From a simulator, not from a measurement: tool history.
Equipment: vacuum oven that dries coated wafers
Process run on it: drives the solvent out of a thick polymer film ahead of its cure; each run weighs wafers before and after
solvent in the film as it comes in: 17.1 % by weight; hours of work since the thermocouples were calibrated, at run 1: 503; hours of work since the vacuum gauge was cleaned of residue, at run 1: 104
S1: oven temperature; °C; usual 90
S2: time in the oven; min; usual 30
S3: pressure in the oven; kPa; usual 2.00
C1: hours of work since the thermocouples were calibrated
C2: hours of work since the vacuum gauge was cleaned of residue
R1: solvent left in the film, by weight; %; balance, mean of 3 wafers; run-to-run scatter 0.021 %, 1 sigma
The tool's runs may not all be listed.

run	day	S1	S2	S3	C1	C2	R1
1	0.000	90	30	2.00	503	104	1.40
2	1.458	90	30	2.30	523	124	1.55
3	2.600	97	30	2.00	539	140	0.81
4	4.367	97	30	2.00	563	164	0.82
5	7.062	90	30	2.00	599	201	1.44
6	8.254	90	30	2.00	616	217	1.44
7	10.642	90	30	2.00	648	250	1.46
8	11.808	90	52	2.00	664	266	0.91
9	14.538	90	30	2.00	702	303	1.46
10	16.158	90	30	2.00	724	325	1.45
11	17.621	90	30	2.00	744	345	1.45
12	20.262	94	26	2.71	780	381	1.51
13	21.779	91	30	3.69	800	402	2.02
14	23.900	91	30	3.69	829	431	2.03
15	25.904	88	27	3.69	857	458	2.76
16	27.371	88	27	3.69	877	478	2.75
17	29.217	102	19	1.03	902	503	0.75
18	31.588	102	19	1.03	934	536	0.79

What will run 19 give?
19	32.742	86	38	1.03	950	552	?

Logged for run 19: R1 1.12 %.
With no hidden state in the tool, this same run would have given R1 0.93 %.
